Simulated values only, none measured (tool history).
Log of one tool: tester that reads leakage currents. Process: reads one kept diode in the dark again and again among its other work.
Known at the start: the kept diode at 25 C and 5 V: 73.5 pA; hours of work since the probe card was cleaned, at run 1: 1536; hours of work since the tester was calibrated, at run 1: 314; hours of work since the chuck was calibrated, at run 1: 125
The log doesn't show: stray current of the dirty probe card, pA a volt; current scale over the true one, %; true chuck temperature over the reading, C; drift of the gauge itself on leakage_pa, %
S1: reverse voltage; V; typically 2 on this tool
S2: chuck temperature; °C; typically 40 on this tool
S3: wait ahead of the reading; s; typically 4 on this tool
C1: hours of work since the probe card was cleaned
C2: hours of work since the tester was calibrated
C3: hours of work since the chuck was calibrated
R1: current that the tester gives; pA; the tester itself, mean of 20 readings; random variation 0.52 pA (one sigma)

{"run": 1, "hour": 0.0, "S1": 2, "S2": 40, "S3": 4, "C1": 1536, "C2": 314, "C3": 125, "R1": 181}
{"run": 2, "hour": 178.2, "S1": 2, "S2": 40, "S3": 2.97, "C1": 1631, "C2": 410, "C3": 220, "R1": 184.61}
{"run": 3, "hour": 325.4, "S1": 2, "S2": 23, "S3": 4, "C1": 1710, "C2": 488, "C3": 298, "R1": 47.45}
{"run": 4, "hour": 490.6, "S1": 2, "S2": 23, "S3": 4, "C1": 1798, "C2": 577, "C3": 387, "R1": 48.34}
{"run": 5, "hour": 580.2, "S1": 2, "S2": 23, "S3": 4, "C1": 1846, "C2": 625, "C3": 435, "R1": 48.84}
{"run": 6, "hour": 732.5, "S1": 2, "S2": 44, "S3": 4, "C1": 1927, "C2": 706, "C3": 516, "R1": 265.09}
{"run": 7, "hour": 818.1, "S1": 2, "S2": 40, "S3": 0.5, "C1": 1973, "C2": 752, "C3": 562, "R1": 196.49}
{"run": 8, "hour": 906.8, "S1": 2.24, "S2": 40, "S3": 4, "C1": 2021, "C2": 799, "C3": 609, "R1": 207.68}
{"run": 9, "hour": 1014.0, "S1": 13.37, "S2": 40, "S3": 4, "C1": 2078, "C2": 856, "C3": 666, "R1": 455.2}
{"hour": 1203.9, "done": "chuck's temperature calibrated"}
{"run": 10, "hour": 1214.1, "S1": 12.62, "S2": 40, "S3": 4, "C1": 2184, "C2": 962, "C3": 5, "R1": 393.8}
{"run": 11, "hour": 1398.7, "S1": 12.62, "S2": 40, "S3": 4, "C1": 2282, "C2": 1061, "C3": 104, "R1": 400.99}
{"run": 12, "hour": 1506.8, "S1": 12.62, "S2": 40, "S3": 4, "C1": 2340, "C2": 1119, "C3": 162, "R1": 405.75}
{"run": 13, "hour": 1712.6, "S1": 2, "S2": 40, "S3": 4, "C1": 2450, "C2": 1229, "C3": 272, "R1": 185.25}
{"run": 14, "hour": 1803.0, "S1": 2, "S2": 40, "S3": 4, "C1": 2498, "C2": 1277, "C3": 320, "R1": 186.45}
{"run": 15, "hour": 1983.5, "S1": 2, "S2": 40, "S3": 4, "C1": 2595, "C2": 1373, "C3": 417, "R1": 189.81}
{"run": 16, "hour": 2177.4, "S1": 2, "S2": 40, "S3": 4, "C1": 2698, "C2": 1477, "C3": 520, "R1": 193.18}
{"run": 17, "hour": 2332.8, "S1": 2, "S2": 40, "S3": 4, "C1": 2782, "C2": 1560, "C3": 603, "R1": 196.39}
{"run": 18, "hour": 2504.6, "S1": 2, "S2": 40, "S3": 4, "C1": 2873, "C2": 1652, "C3": 695, "R1": 198.99}
{"run": 19, "hour": 2622.8, "S1": 2, "S2": 40, "S3": 4, "C1": 2937, "C2": 1715, "C3": 758, "R1": 203.15}
{"hour": 2637.0, "done": "chuck's temperature calibrated"}
{"run": 20, "hour": 2808.5, "S1": 2, "S2": 40, "S3": 0.39, "C1": 3035, "C2": 1813, "C3": 92, "R1": 181.29}
{"run": 21, "hour": 2945.6, "S1": 2, "S2": 40, "S3": 0.39, "C1": 3108, "C2": 1886, "C3": 165, "R1": 184.15}
{"run": 22, "hour": 3093.2, "S1": 18.32, "S2": 52, "S3": 4, "C1": 3187, "C2": 1965, "C3": 244, "R1": 1178.48}
{"run": 23, "hour": 3298.7, "S1": 18.32, "S2": 52, "S3": 4, "C1": 3297, "C2": 2075, "C3": 354, "R1": 1197.41}
{"run": 24, "hour": 3481.6, "S1": 18.32, "S2": 52, "S3": 4, "C1": 3394, "C2": 2173, "C3": 451, "R1": 1227.17}
{"run": 25, "hour": 3575.7, "S1": 16.68, "S2": 57, "S3": 4, "C1": 3445, "C2": 2223, "C3": 502, "R1": 1682.19}
{"run": 26, "hour": 3670.8, "S1": 3.4, "S2": 36, "S3": 3.45, "C1": 3495, "C2": 2274, "C3": 552, "R1": 182.83}
{"run": 27, "hour": 3807.2, "S1": 2, "S2": 40, "S3": 0.39, "C1": 3568, "C2": 2347, "C3": 625, "R1": 199.39}
{"hour": 3889.7, "done": "probe card cleaned and baked"}
{"run": 28, "hour": 3910.3, "S1": 2.62, "S2": 25, "S3": 0.48, "C1": 11, "C2": 2400, "C3": 679, "R1": 64.91}
{"hour": 4082.2, "done": "chuck's temperature calibrated"}
{"run": 29, "hour": 4108.6, "S1": 2.62, "S2": 25, "S3": 0.48, "C1": 116, "C2": 2505, "C3": 14, "R1": 57.69}
{"run": 30, "hour": 4245.6, "S1": 5.74, "S2": 40, "S3": 1.39, "C1": 189, "C2": 2578, "C3": 87, "R1": 278.17}
{"run": 31, "hour": 4369.7, "S1": 5.74, "S2": 40, "S3": 1.39, "C1": 255, "C2": 2645, "C3": 154, "R1": 281.37}
{"run": 32, "hour": 4458.6, "S1": 5.74, "S2": 40, "S3": 1.39, "C1": 303, "C2": 2692, "C3": 201, "R1": 281.95}
{"run": 33, "hour": 4604.7, "S1": 7.96, "S2": 22, "S3": 4.22, "C1": 381, "C2": 2770, "C3": 279, "R1": 75.5}
{"run": 34, "hour": 4697.1, "S1": 7.96, "S2": 22, "S3": 0.81, "C1": 430, "C2": 2820, "C3": 329, "R1": 77.43}
{"run": 35, "hour": 4860.7, "S1": 7.96, "S2": 22, "S3": 0.81, "C1": 518, "C2": 2907, "C3": 416, "R1": 79.27}
{"run": 36, "hour": 4958.1, "S1": 2, "S2": 40, "S3": 1.18, "C1": 570, "C2": 2959, "C3": 468, "R1": 190.29}
{"run": 37, "hour": 5153.1, "S1": 6.07, "S2": 40, "S3": 1.18, "C1": 674, "C2": 3063, "C3": 572, "R1": 311.52}
{"run": 38, "hour": 5359.9, "S1": 6.82, "S2": 47, "S3": 1.79, "C1": 785, "C2": 3174, "C3": 683, "R1": 567.52}
{"run": 39, "hour": 5506.9, "S1": 6.82, "S2": 47, "S3": 1.79, "C1": 863, "C2": 3252, "C3": 761, "R1": 574.5}

Predict each of these 3 candidate next runs independently; none follows another, all start after run 39:
{"hour": 5520.7, "done": "chuck's temperature calibrated"}
{"run": "A", "hour": 5709.3, "S1": 2.02, "S2": 28, "S3": 7.19, "C1": 970, "C2": 3359, "C3": 101, "R1": "?"}
{"hour": 5520.7, "done": "chuck's temperature calibrated"}
{"run": "B", "hour": 5709.3, "S1": 7.43, "S2": 24, "S3": 0.38, "C1": 970, "C2": 3359, "C3": 101, "R1": "?"}
{"hour": 5520.7, "done": "chuck's temperature calibrated"}
{"run": "C", "hour": 5709.3, "S1": 6.82, "S2": 47, "S3": 1.43, "C1": 970, "C2": 3359, "C3": 101, "R1": "?"}

run=A R1=69.07
run=B R1=90.21
run=C R1=517.6
What these runs would have given with no unlogged condition in the tool:
run=A R1=65.28
run=B R1=82.08
run=C R1=496.19
